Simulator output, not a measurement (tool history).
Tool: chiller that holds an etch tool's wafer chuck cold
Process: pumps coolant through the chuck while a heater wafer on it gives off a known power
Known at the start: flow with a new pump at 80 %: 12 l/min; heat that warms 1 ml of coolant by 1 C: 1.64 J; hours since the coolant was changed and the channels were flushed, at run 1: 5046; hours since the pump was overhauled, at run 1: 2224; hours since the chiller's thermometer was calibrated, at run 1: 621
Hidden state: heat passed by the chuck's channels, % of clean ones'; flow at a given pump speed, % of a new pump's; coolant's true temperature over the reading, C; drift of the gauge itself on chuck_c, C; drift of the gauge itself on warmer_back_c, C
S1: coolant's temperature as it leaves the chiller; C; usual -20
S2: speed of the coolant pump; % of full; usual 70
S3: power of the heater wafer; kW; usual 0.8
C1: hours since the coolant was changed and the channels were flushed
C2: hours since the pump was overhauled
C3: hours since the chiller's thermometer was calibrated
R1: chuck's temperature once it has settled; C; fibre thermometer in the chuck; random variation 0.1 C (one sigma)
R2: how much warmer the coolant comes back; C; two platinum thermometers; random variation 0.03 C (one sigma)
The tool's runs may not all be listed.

run	hour	S1	S2	S3	C1	C2	C3	R1	R2
1	0	-20	70	0.8	5046	2224	621	-11.9	2.89
2	79.1	-20	70	0.8	5125	2304	700	-11.9	2.86
3	158.2	-20	70	0.8	5204	2383	779	-11.7	2.84
4	314.6	-20	70	0.8	5361	2539	936	-11.7	2.94
5	478.7	-20	70	0.8	5525	2703	1100	-11.6	2.89
6	621	-20	70	0.8	5667	2845	1242	-11.9	2.89
7	760.4	-21	70	0.8	5806	2985	1381	-12.7	2.92
8	887.9	-20	70	0.8	5934	3112	1509	-11.7	2.94
# hour 981.9: coolant changed, channels flushed
9	991	-20	70	0.8	9	3209	1606	-11.8	2.93
10	1150.5	-20	70	0.8	169	3369	1766	-11.9	2.98
11	1272.1	-20	77	0.8	290	3491	1887	-12.2	2.67
12	1413.6	-18	87	0.41	432	3632	2029	-14.3	1.29
13	1551.2	-18	87	0.41	569	3770	2166	-14.3	1.34
14	1654.1	-17	71	0.462	672	3873	2269	-12.5	1.78
15	1795.5	-17	71	0.462	814	4014	2411	-12.4	1.76
16	1984.8	-22	85	0.877	1003	4203	2600	-13.7	2.69
17	2073.4	-10	82	1.05	1092	4292	2689	-0.3	3.31
18	2221.5	-15	72	1.073	1240	4440	2837	-4.1	3.89
19	2310.7	-15	61	1.073	1329	4529	2926	-3.1	4.67
20	2418.6	-15	61	1.073	1437	4637	3034	-3.1	4.66

5 ways to go on from here, each from the tool as it stands after run 20. What would each give?
A	2604.6	-25	72	0.596	1623	4823	3220	?	?
B	2604.6	-17	66	0.7	1623	4823	3220	?	?
C	2604.6	-25	95	0.8	1623	4823	3220	?	?
D	2604.6	-20	70	0.701	1623	4823	3220	?	?
E	2604.6	-29	65	1.073	1623	4823	3220	?	?

run	R1	R2
A	-18.9	2.34
B	-9.5	2.88
C	-18.1	2.25
D	-12.9	2.72
E	-17.6	4.44
Without the tool's hidden state the same runs would have given:
run	R1	R2
A	-18.9	2.08
B	-9.5	2.62
C	-18.1	2
D	-12.9	2.46
E	-17.6	4.18
